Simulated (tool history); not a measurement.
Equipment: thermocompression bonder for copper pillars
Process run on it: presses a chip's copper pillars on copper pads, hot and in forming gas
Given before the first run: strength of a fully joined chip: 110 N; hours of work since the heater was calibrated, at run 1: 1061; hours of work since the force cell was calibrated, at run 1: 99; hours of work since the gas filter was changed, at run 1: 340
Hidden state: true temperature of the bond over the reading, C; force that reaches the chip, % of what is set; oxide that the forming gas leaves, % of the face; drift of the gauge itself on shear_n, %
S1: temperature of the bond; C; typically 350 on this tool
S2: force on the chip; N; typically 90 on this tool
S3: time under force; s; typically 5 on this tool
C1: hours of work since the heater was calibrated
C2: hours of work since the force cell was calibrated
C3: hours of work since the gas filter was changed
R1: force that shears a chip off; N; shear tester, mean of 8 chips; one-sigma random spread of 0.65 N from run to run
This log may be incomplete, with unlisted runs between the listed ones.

run,hour,S1,S2,S3,C1,C2,C3,R1
1,0,350,90,5,1061,99,340,59.5
2,24.2,350,90,12,1074,112,353,78.5
3,48.1,350,90,12,1087,125,366,76.4
4,81.6,350,90,10,1105,143,384,74.1
5,116.4,350,90,5,1124,162,402,59.4
6,147.2,350,90,5,1140,178,419,59.7
7,172.6,350,90,5,1154,192,432,59.2
8,196.2,350,90,5,1166,204,445,58.9
9,228.1,350,90,5,1183,222,462,59.1
10,244.4,350,90,5,1192,230,471,58.9
# hour 254.7: heater calibrated with a thermocouple chip
# hour 257.7: forming gas filter changed
11,280.6,350,90,5,14,248,12,59.3
12,316,350,90,5,32,267,31,60.7
13,347.3,350,90,5,49,284,48,59.8
14,377,350,90,15,65,300,64,81.3
15,408.8,350,90,15,82,317,81,80.8
16,442,350,90,5,100,335,99,59.9
17,476.3,350,90,5,118,353,117,59.2
18,508.4,350,90,5,135,370,134,59.4
19,542,350,128,5,153,388,152,74.3
20,577.1,350,128,5,172,407,171,74
21,594.4,350,88,5,181,416,180,58.5
22,629.7,349,118,15,200,435,199,91.5
23,646,349,118,15,209,444,208,90.3
24,680.1,354,89,6,227,462,226,64.8
25,716.9,354,89,6,247,482,246,64.6
26,735.5,346,87,4,257,492,256,50.5
27,761.9,350,68,5,271,506,270,48.9
28,794.9,350,68,5,289,523,287,48.6
29,812.4,350,68,5,298,533,297,49.2
30,846.2,353,106,8,316,551,315,77.1
31,864.8,350,93,5,326,561,325,61
32,885.8,342,84,7,337,572,336,58.5
33,908.6,342,84,7,350,584,348,58.4
34,925.6,342,84,6,359,593,357,55.3
35,962.5,352,90,10,378,613,377,74.1
36,995.8,352,90,10,396,631,395,74.6
37,1025.9,352,90,10,412,647,411,74.4
38,1055.2,352,90,10,428,663,427,73.5
39,1085.6,373,99,6,444,679,443,82.3
40,1122.4,373,99,6,464,699,463,81.3
# hour 1148.6: forming gas filter changed
41,1156.7,334,90,3,482,717,4,41.8

Here are 3 independent what-if runs from the current tool condition. What would each one return?
A,1191.4,339,90,6,501,735,23,?
B,1191.4,353,90,4,501,735,23,?
C,1191.4,334,64,9,501,735,23,?

run,R1
A,56.5
B,55.8
C,48
Had the tool no hidden state, the same runs would have come out as:
run,R1
A,56.3
B,55.6
C,47.9
